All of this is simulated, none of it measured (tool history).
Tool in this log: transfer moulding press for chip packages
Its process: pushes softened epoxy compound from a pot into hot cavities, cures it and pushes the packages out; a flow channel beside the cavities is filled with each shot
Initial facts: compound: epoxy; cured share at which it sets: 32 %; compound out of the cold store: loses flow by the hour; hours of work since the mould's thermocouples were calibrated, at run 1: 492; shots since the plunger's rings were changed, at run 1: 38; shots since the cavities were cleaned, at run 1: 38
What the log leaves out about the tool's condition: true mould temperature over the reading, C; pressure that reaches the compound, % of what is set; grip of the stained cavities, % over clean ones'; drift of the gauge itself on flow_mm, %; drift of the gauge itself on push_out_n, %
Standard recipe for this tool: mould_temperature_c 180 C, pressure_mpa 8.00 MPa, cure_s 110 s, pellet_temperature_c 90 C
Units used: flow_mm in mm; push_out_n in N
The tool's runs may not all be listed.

run     day  mould_temperature_c  pressure_mpa  cure_s  pellet_temperature_c  hours of work since the mould's thermocouples were calibrated  shots since the plunger's rings were changed  shots since the cavities were cleaned  incoming compound's hours out of the cold store  flow_mm  push_out_n
  1   0.000                  180          8.00     110                    90                                                            492                                            38                                     38                                             42.5      796         255
  2   3.771                  180          9.65     110                    90                                                            538                                           843                                    843                                             41.0      862         356
      4.725  -- cavities cleaned with cleaning compound and waxed
  3   6.571                  180          9.65     110                    90                                                            570                                          1428                                    394                                             23.0      915         324
      7.038  -- mould's thermocouples calibrated
      9.638  -- cavities cleaned with cleaning compound and waxed
  4  10.596                  180          9.65     110                    90                                                             42                                          2257                                    204                                             17.5      933         320
  5  12.742                  180          8.00     110                    90                                                             68                                          2716                                    663                                             38.2      786         380
     13.258  -- plunger's sealing rings changed
     14.604  -- cavities cleaned with cleaning compound and waxed
  6  14.812                  180          8.00     110                    90                                                             90                                           318                                     44                                             35.6      812         268
  7  16.775                  180          7.83     110                    90                                                            114                                           738                                    464                                             12.4      868         350
     19.508  -- cavities cleaned with cleaning compound and waxed
  8  20.354                  180          7.88     110                    90                                                            156                                          1489                                    180                                             26.7      819         304
  9  23.967                  180          8.00     110                    90                                                            199                                          2261                                    952                                             17.9      842         412
     24.362  -- cavities cleaned with cleaning compound and waxed
     26.604  -- plunger's sealing rings changed
 10  28.133                  180          8.00     110                    90                                                            247                                           327                                    784                                             37.9      802         376
     29.283  -- cavities cleaned with cleaning compound and waxed
 11  30.275                  180          8.00     110                    90                                                            272                                           771                                    212                                             18.5      855         312
 12  33.783                  180          8.00     110                    90                                                            314                                          1520                                    961                                             42.7      779         371
     34.083  -- cavities cleaned with cleaning compound and waxed
 13  36.312                  180          8.13     110                    90                                                            343                                          2048                                    477                                             13.5      860         344
     39.033  -- cavities cleaned with cleaning compound and waxed
 14  39.350                  174          6.66     110                    90                                                            379                                          2683                                     68                                             24.9      761         422
     40.208  -- plunger's sealing rings changed
 15  43.121                  174          6.66     109                    85                                                            423                                           622                                    851                                             36.8      750         584
     44.217  -- cavities cleaned with cleaning compound and waxed
 16  44.883                  174          6.66     109                    85                                                            443                                           986                                    143                                             20.9      795         459
 17  48.271                  174          6.66     109                    85                                                            484                                          1710                                    867                                             12.8      801         618

The next listed run, before its measurement:
     49.183  -- cavities cleaned with cleaning compound and waxed
 18  50.492                  182          8.00     102                    90                                                            510                                          2171                                    280                                              8.5        ?           ?

flow_mm: 865 mm
push_out_n: 339 N
With no hidden state in the tool, this same run would have given flow_mm 888 mm, push_out_n 280 N.
